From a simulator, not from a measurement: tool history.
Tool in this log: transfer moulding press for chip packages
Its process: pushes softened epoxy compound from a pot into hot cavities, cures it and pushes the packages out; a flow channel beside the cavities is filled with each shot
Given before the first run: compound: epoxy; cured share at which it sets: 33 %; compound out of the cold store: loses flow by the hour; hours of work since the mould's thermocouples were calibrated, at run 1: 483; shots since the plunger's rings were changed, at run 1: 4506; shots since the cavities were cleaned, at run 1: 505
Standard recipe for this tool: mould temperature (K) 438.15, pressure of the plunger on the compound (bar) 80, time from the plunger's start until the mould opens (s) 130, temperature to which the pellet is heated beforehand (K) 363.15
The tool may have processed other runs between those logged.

run    hour  mould temperature (K)  pressure of the plunger on the compound (bar)  time from the plunger's start until the mould opens (s)  temperature to which the pellet is heated beforehand (K)  hours of work since the mould's thermocouples were calibrated  shots since the plunger's rings were changed  shots since the cavities were cleaned  incoming compound's hours out of the cold store  length that the compound runs in the flow channel (mm)  greatest force on the pins that push the packages out (N)
  1       0                 438.15                                             80                                                      130                                                    363.15                                                            483                                          4506                                    505                                             24.2                                                     610                                                        829
       13.2  -- cavities cleaned with cleaning compound and waxed
  2      72                 438.15                                             80                                                      165                                                    363.15                                                            520                                          5031                                    438                                             33.6                                                     570                                                        652
       94.4  -- cavities cleaned with cleaning compound and waxed
  3   124.5                 438.15                                           72.6                                                      165                                                    363.15                                                            546                                          5411                                    225                                             27.5                                                     563                                                        558
  4   165.2                 438.15                                           72.6                                                      165                                                    363.15                                                            567                                          5714                                    528                                               36                                                     529                                                        663
      177.5  -- cavities cleaned with cleaning compound and waxed
  5   229.8                 438.15                                           72.6                                                      165                                                    363.15                                                            600                                          6184                                    389                                             42.2                                                     511                                                        634
      256.3  -- cavities cleaned with cleaning compound and waxed
      289.7  -- mould's thermocouples calibrated
  6   305.2                 438.15                                           72.6                                                      165                                                    363.15                                                              8                                          6719                                    349                                               31                                                     545                                                        667
      330.5  -- plunger's sealing rings changed
        342  -- cavities cleaned with cleaning compound and waxed
  7   374.7                 438.15                                             80                                                      130                                                    373.15                                                             42                                           318                                    243                                               20                                                     660                                                        724
  8   415.5                 438.15                                             80                                                      130                                                    373.15                                                             63                                           622                                    547                                             35.4                                                     606                                                        807
      421.5  -- cavities cleaned with cleaning compound and waxed
  9   482.2                 438.15                                             87                                                      130                                                    363.15                                                             97                                          1108                                    453                                             11.1                                                     721                                                        837
      499.8  -- cavities cleaned with cleaning compound and waxed
 10   536.5                 438.15                                             87                                                      130                                                    363.15                                                            124                                          1501                                    273                                             36.1                                                     626                                                        722
      579.9  -- cavities cleaned with cleaning compound and waxed
 11   597.6                 438.15                                             87                                                      130                                                    363.15                                                            155                                          1944                                    131                                               28                                                     647                                                        651
 12     641                 438.15                                             80                                                      130                                                    363.15                                                            178                                          2268                                    455                                              9.9                                                     683                                                        838
      661.1  -- cavities cleaned with cleaning compound and waxed
 13   676.4                 438.15                                             80                                                      130                                                    363.15                                                            195                                          2520                                    114                                             20.7                                                     639                                                        653
 14   736.7                 438.15                                             80                                                      130                                                    363.15                                                            227                                          2970                                    564                                             42.4                                                     567                                                        842
      741.6  -- cavities cleaned with cleaning compound and waxed
 15   812.8                 438.15                                           83.6                                                      130                                                    356.15                                                            266                                          3525                                    530                                             10.3                                                     676                                                        861
      825.7  -- cavities cleaned with cleaning compound and waxed
 16   868.2                 438.15                                           61.7                                                      154                                                    370.15                                                            293                                          3926                                    316                                             42.4                                                     489                                                        628
      906.4  -- cavities cleaned with cleaning compound and waxed
 17   940.5                 436.15                                             80                                                      130                                                    363.15                                                            330                                          4454                                    255                                             28.1                                                     602                                                        801
      989.7  -- cavities cleaned with cleaning compound and waxed
 18   989.7                 436.15                                             80                                                      121                                                    363.15                                                            355                                          4808                                      0                                             43.8                                                     551                                                        649
 19  1053.1                 438.15                                             80                                                      120                                                    363.15                                                            388                                          5281                                    473                                             29.6                                                     586                                                        877
     1069.6  -- cavities cleaned with cleaning compound and waxed
 20  1108.8                 444.15                                           96.3                                                      137                                                    356.15                                                            416                                          5685                                    292                                             37.5                                                     589                                                        601
     1150.5  -- cavities cleaned with cleaning compound and waxed
 21  1175.7                 444.15                                           74.3                                                      137                                                    356.15                                                            450                                          6171                                    187                                               17                                                     569                                                        547
     1233.4  -- cavities cleaned with cleaning compound and waxed
 22  1251.7                 438.15                                             80                                                      144                                                    371.15                                                            489                                          6726                                    136                                               44                                                     525                                                        557
     1275.5  -- plunger's sealing rings changed
     1315.9  -- cavities cleaned with cleaning compound and waxed
 23  1320.1                 438.15                                             93                                                      144                                                    362.15                                                            522                                           321                                     32                                             34.8                                                     661                                                        515
 24  1372.2                 438.15                                           63.4                                                      130                                                    370.15                                                            549                                           709                                    420                                             40.9                                                     524                                                        749
     1395.2  -- cavities cleaned with cleaning compound and waxed
 25  1406.2                 445.15                                           68.2                                                      130                                                    368.15                                                            566                                           951                                     82                                             30.8                                                     545                                                        487
 26  1443.7                 435.15                                           68.9                                                      114                                                    355.15                                                            585                                          1230                                    361                                             44.5                                                     543                                                       1108
       1474  -- cavities cleaned with cleaning compound and waxed
 27  1484.9                 435.15                                           96.4                                                      114                                                    355.15                                                            606                                          1526                                     81                                             35.1                                                     680                                                        936

Each row is a separate what-if for the run after 27, all from the same tool condition, not one after another. Results?
     1531  -- mould's thermocouples calibrated
  A  1531                 443.15                                             80                                                      134                                                    363.15                                                              0                                          1854                                    409                                             40.9                                                       ?                                                          ?
     1531  -- mould's thermocouples calibrated
  B  1531                 435.15                                             80                                                      130                                                    363.15                                                              0                                          1854                                    409                                             34.5                                                       ?                                                          ?
     1531  -- mould's thermocouples calibrated
  C  1531                 438.15                                             80                                                      130                                                    355.15                                                              0                                          1854                                    409                                             17.6                                                       ?                                                          ?

run  length that the compound runs in the flow channel (mm)  greatest force on the pins that push the packages out (N)
  A                                                     567                                                        630
  B                                                     612                                                        944
  C                                                     664                                                        835
Without the tool's unlogged condition, the same runs would have read:
run  length that the compound runs in the flow channel (mm)  greatest force on the pins that push the packages out (N)
  A                                                     584                                                        431
  B                                                     631                                                        648
  C                                                     684                                                        572
